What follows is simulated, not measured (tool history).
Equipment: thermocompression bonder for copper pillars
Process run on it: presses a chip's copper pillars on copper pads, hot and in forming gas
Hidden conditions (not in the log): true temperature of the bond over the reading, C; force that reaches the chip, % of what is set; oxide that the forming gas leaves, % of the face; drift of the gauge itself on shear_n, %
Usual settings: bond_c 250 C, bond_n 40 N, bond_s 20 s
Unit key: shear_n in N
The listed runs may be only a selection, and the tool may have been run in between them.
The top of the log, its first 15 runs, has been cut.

run	hour	bond_c	bond_n	bond_s	hours of work since the heater was calibrated	hours of work since the force cell was calibrated	hours of work since the gas filter was changed	shear_n
16	463.3	250	37	20	759	170	281	63.8
17	485.8	250	40	43	771	182	293	84.8
18	502.9	250	40	43	781	191	302	86.4
19	521.6	250	40	43	791	202	313	85.4
20	546.1	250	25	36	804	215	326	52.9
21	566.1	263	45	20	815	226	337	86.5
22	596.6	220	40	11	832	242	353	33.5
23	623.1	220	40	11	846	257	368	34.5
# hour 658.6: forming gas filter changed
24	664	233	36	19	868	279	3	49
25	693	272	36	19	884	295	19	81.9
26	717.6	246	28	16	897	308	32	41.6
27	754.2	268	54	17	917	328	52	97.1
28	773.5	268	54	17	928	338	63	97
29	809.8	231	30	20	948	358	82	37
30	836.8	254	31	20	962	373	97	56.9
31	864.4	254	31	20	977	388	112	58
32	888.7	228	40	45	991	401	125	67.3
33	914.9	228	40	45	1005	415	140	64.9
34	946.1	228	44	45	1022	432	157	72
35	984.3	249	40	20	1043	453	177	68.8

Consider 3 possible next runs. They are alternatives, not a sequence: every one starts from the tool as it was left by run 35. What does each give?
A	1008.1	255	37	12	1056	466	190	?
B	1008.1	251	40	20	1056	466	190	?
C	1008.1	250	40	37	1056	466	190	?

run	shear_n
A	58.7
B	69.6
C	85
The same runs, with their run-to-run variation unchanged, on a tool lacking any hidden condition would have given:
run	shear_n
A	58.8
B	69.7
C	85

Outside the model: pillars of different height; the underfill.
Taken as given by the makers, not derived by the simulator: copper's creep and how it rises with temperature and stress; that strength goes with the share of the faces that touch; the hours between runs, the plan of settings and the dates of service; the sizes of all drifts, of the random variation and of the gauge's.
